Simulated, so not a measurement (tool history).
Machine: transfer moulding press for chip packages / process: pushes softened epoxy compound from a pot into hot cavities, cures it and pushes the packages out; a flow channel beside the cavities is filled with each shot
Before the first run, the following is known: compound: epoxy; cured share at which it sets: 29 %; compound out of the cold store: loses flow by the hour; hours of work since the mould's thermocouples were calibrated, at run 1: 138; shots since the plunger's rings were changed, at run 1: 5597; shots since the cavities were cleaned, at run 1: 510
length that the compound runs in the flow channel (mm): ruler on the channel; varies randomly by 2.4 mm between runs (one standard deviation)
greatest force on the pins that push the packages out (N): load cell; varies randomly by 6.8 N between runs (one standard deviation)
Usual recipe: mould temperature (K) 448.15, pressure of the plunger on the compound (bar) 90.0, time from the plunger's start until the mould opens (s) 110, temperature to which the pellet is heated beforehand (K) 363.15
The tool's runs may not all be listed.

run	day	mould temperature (K)	pressure of the plunger on the compound (bar)	time from the plunger's start until the mould opens (s)	temperature to which the pellet is heated beforehand (K)	hours of work since the mould's thermocouples were calibrated	shots since the plunger's rings were changed	shots since the cavities were cleaned	incoming compound's hours out of the cold store	length that the compound runs in the flow channel (mm)	greatest force on the pins that push the packages out (N)
1	0.000	448.15	90.0	110	363.15	138	5597	510	38.5	774	379
2	1.075	447.15	90.0	110	363.15	156	5897	810	15.5	842	447
3	1.838	447.15	106.2	110	363.15	168	6109	1022	24.4	877	459
# day 2.383: cavities cleaned with cleaning compound and waxed
4	3.279	448.15	90.0	110	363.15	191	6494	250	35.2	773	347
# day 4.633: plunger's sealing rings changed
5	4.633	448.15	90.0	124	363.15	212	0	598	12.7	880	371
6	5.946	448.15	90.0	124	363.15	234	367	965	9.0	891	404
# day 6.567: cavities cleaned with cleaning compound and waxed
7	7.467	448.15	90.0	124	363.15	258	774	252	25.2	838	319
8	8.533	448.15	90.0	147	363.15	276	1070	548	25.9	833	356
9	10.296	448.15	90.0	147	363.15	305	1562	1040	33.7	807	391
# day 10.638: cavities cleaned with cleaning compound and waxed
10	11.979	445.15	90.0	110	363.15	332	2014	374	15.7	874	433
11	13.396	445.15	90.0	110	363.15	356	2409	769	39.0	804	478
# day 14.754: cavities cleaned with cleaning compound and waxed
12	14.754	445.15	90.0	110	363.15	378	2770	0	11.7	885	340
13	16.146	444.15	90.0	110	363.15	401	3159	389	27.0	837	451
14	17.708	444.15	90.0	110	363.15	427	3594	824	31.0	820	515
15	18.454	444.15	90.0	110	365.15	439	3802	1032	28.6	828	532
# day 18.850: cavities cleaned with cleaning compound and waxed
16	19.842	444.15	90.0	110	365.15	461	4172	276	47.0	772	403
17	20.767	450.15	90.0	115	368.15	477	4430	534	13.8	842	359
18	21.558	449.15	90.0	112	368.15	490	4651	755	29.4	800	395
# day 22.933: cavities cleaned with cleaning compound and waxed
19	23.446	443.15	84.3	112	366.15	520	5159	142	33.2	781	389
20	25.121	443.15	98.3	143	366.15	548	5627	610	25.5	863	380
21	26.467	443.15	78.6	144	366.15	571	6002	985	28.2	764	398
# day 27.088: cavities cleaned with cleaning compound and waxed
22	27.812	444.15	90.0	105	363.15	592	6360	203	41.2	774	431
# day 28.538: mould's thermocouples calibrated
23	28.704	448.15	94.0	116	361.15	3	6585	428	41.0	777	341
# day 29.704: plunger's sealing rings changed
24	29.846	448.15	94.0	116	361.15	20	39	717	19.5	878	405
# day 31.375: cavities cleaned with cleaning compound and waxed
25	31.529	448.15	74.4	90	361.15	47	491	43	45.1	714	412
26	32.838	448.15	74.4	90	361.15	69	857	409	28.8	749	524
27	34.296	445.15	74.4	90	367.15	93	1263	815	36.1	741	698
# day 35.462: cavities cleaned with cleaning compound and waxed
28	35.804	452.15	91.7	140	358.15	117	1666	95	14.2	858	278

Results for each run, recomputed without the tool's hidden state and with each run's random variation untouched:
Hidden state at play: true mould temperature over the reading, C; pressure that reaches the compound, % of what is set; grip of the stained cavities, % over clean ones'; drift of the gauge itself on flow_mm, %; drift of the gauge itself on push_out_n, %.
run	length that the compound runs in the flow channel (mm)	greatest force on the pins that push the packages out (N)
1	810	277
2	884	297
3	923	297
4	816	281
5	882	255
6	895	260
7	845	255
8	841	248
9	819	244
10	890	332
11	821	322
12	906	342
13	860	347
14	845	348
15	855	348
16	799	333
17	873	259
18	831	268
19	815	357
20	904	269
21	803	258
22	815	375
23	817	253
24	879	274
25	718	384
26	755	385
27	749	457
28	870	248
